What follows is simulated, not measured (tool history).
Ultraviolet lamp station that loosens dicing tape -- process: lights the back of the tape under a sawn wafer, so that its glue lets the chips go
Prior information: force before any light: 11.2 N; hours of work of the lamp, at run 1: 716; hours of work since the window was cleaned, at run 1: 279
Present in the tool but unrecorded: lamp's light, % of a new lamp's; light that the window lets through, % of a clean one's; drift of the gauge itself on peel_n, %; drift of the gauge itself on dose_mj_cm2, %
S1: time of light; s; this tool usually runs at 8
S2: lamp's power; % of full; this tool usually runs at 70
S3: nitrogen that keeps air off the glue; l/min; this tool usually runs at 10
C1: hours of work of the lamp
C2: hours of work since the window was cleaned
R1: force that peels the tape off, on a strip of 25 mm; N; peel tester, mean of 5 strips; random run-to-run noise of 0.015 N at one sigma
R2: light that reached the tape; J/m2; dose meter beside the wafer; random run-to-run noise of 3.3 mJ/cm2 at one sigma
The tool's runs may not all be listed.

run 1 day=0.000 | S1=8 S2=70 S3=10 | C1=716 C2=279 | R1=0.726 R2=5240
run 2 day=2.242 | S1=8 S2=70 S3=10 | C1=744 C2=307 | R1=0.723 R2=5200
run 3 day=3.871 | S1=8 S2=70 S3=10 | C1=765 C2=328 | R1=0.695 R2=5160
-- day=4.100 window cleaned of glue's vapour
run 4 day=6.750 | S1=8 S2=70 S3=10 | C1=801 C2=33 | R1=0.700 R2=5230
run 5 day=9.346 | S1=8 S2=70 S3=10 | C1=834 C2=66 | R1=0.700 R2=5230
run 6 day=12.667 | S1=8 S2=70 S3=10 | C1=876 C2=108 | R1=0.681 R2=5250
run 7 day=14.604 | S1=8 S2=70 S3=10 | C1=900 C2=133 | R1=0.681 R2=5220
run 8 day=17.462 | S1=8 S2=70 S3=10 | C1=936 C2=169 | R1=0.691 R2=5220
run 9 day=19.421 | S1=8 S2=70 S3=10 | C1=961 C2=194 | R1=0.745 R2=5250
run 10 day=22.188 | S1=8 S2=70 S3=10 | C1=996 C2=229 | R1=0.741 R2=5210
run 11 day=23.683 | S1=8 S2=100 S3=10 | C1=1015 C2=247 | R1=0.283 R2=7500
run 12 day=26.629 | S1=8 S2=100 S3=10 | C1=1052 C2=285 | R1=0.272 R2=7480
run 13 day=28.017 | S1=9 S2=100 S3=10 | C1=1070 C2=302 | R1=0.208 R2=8430
run 14 day=29.379 | S1=9 S2=90 S3=10 | C1=1087 C2=319 | R1=0.274 R2=7500
-- day=30.258 window cleaned of glue's vapour
run 15 day=30.838 | S1=9 S2=90 S3=10 | C1=1105 C2=7 | R1=0.276 R2=7580
run 16 day=33.717 | S1=8 S2=70 S3=10 | C1=1142 C2=44 | R1=0.709 R2=5210
run 17 day=36.858 | S1=8 S2=70 S3=10 | C1=1181 C2=83 | R1=0.715 R2=5280
run 18 day=38.275 | S1=8 S2=70 S3=10 | C1=1199 C2=101 | R1=0.708 R2=5200
run 19 day=40.262 | S1=8 S2=70 S3=10 | C1=1224 C2=126 | R1=0.727 R2=5210
run 20 day=41.729 | S1=8 S2=70 S3=10 | C1=1243 C2=145 | R1=0.726 R2=5280
run 21 day=43.762 | S1=8 S2=70 S3=10 | C1=1268 C2=171 | R1=0.726 R2=5220
run 22 day=46.883 | S1=8 S2=70 S3=8 | C1=1308 C2=210 | R1=0.847 R2=5200
run 23 day=49.400 | S1=8 S2=70 S3=8 | C1=1340 C2=242 | R1=0.853 R2=5190
run 24 day=51.933 | S1=9 S2=75 S3=15 | C1=1372 C2=274 | R1=0.318 R2=6260
run 25 day=54.704 | S1=8 S2=72 S3=13 | C1=1407 C2=309 | R1=0.537 R2=5400
-- day=56.408 window cleaned of glue's vapour
run 26 day=56.654 | S1=8 S2=71 S3=4 | C1=1431 C2=3 | R1=1.367 R2=5340
run 27 day=58.783 | S1=10 S2=99 S3=18 | C1=1458 C2=30 | R1=0.122 R2=9270
run 28 day=61.821 | S1=10 S2=99 S3=18 | C1=1496 C2=68 | R1=0.122 R2=9120
run 29 day=64.129 | S1=7 S2=93 S3=10 | C1=1526 C2=98 | R1=0.484 R2=6050
run 30 day=66.583 | S1=8 S2=89 S3=16 | C1=1557 C2=129 | R1=0.256 R2=6650
run 31 day=68.054 | S1=7 S2=89 S3=4 | C1=1575 C2=147 | R1=1.129 R2=5820
run 32 day=71.058 | S1=4 S2=70 S3=19 | C1=1613 C2=185 | R1=2.139 R2=2610
run 33 day=73.254 | S1=5 S2=79 S3=5 | C1=1641 C2=213 | R1=2.349 R2=3660
run 34 day=75.396 | S1=10 S2=94 S3=9 | C1=1668 C2=240 | R1=0.208 R2=8760
run 35 day=78.033 | S1=10 S2=62 S3=5 | C1=1701 C2=273 | R1=0.957 R2=5790
run 36 day=81.333 | S1=15 S2=74 S3=10 | C1=1743 C2=315 | R1=0.136 R2=10350
-- day=82.592 window cleaned of glue's vapour
run 37 day=84.238 | S1=10 S2=70 S3=10 | C1=1779 C2=21 | R1=0.388 R2=6550
run 38 day=86.954 | S1=10 S2=94 S3=6 | C1=1814 C2=55 | R1=0.272 R2=8680
run 39 day=88.808 | S1=5 S2=71 S3=6 | C1=1837 C2=79 | R1=2.406 R2=3290
run 40 day=91.188 | S1=8 S2=71 S3=12 | C1=1867 C2=109 | R1=0.600 R2=5250
run 41 day=93.754 | S1=8 S2=63 S3=12 | C1=1900 C2=141 | R1=0.800 R2=4680

5 options for the next run, each taken on its own from the tool as it stands now. Forecast them:
run A day=95.888 | S1=8 S2=63 S3=7 | C1=1927 C2=168 | R1=? R2=?
run B day=95.888 | S1=12 S2=70 S3=10 | C1=1927 C2=168 | R1=? R2=?
run C day=95.888 | S1=8 S2=69 S3=3 | C1=1927 C2=168 | R1=? R2=?
run D day=95.888 | S1=7 S2=77 S3=12 | C1=1927 C2=168 | R1=? R2=?
run E day=95.888 | S1=14 S2=96 S3=11 | C1=1927 C2=168 | R1=? R2=?

run=A R1=1.210 R2=4720
run=B R1=0.253 R2=7820
run=C R1=1.724 R2=5080
run=D R1=0.679 R2=5060
run=E R1=0.100 R2=12460
Had the tool no hidden state, the same runs would have come out as:
run=A R1=1.204 R2=4730
run=B R1=0.251 R2=7830
run=C R1=1.717 R2=5090
run=D R1=0.675 R2=5070
run=E R1=0.100 R2=12490
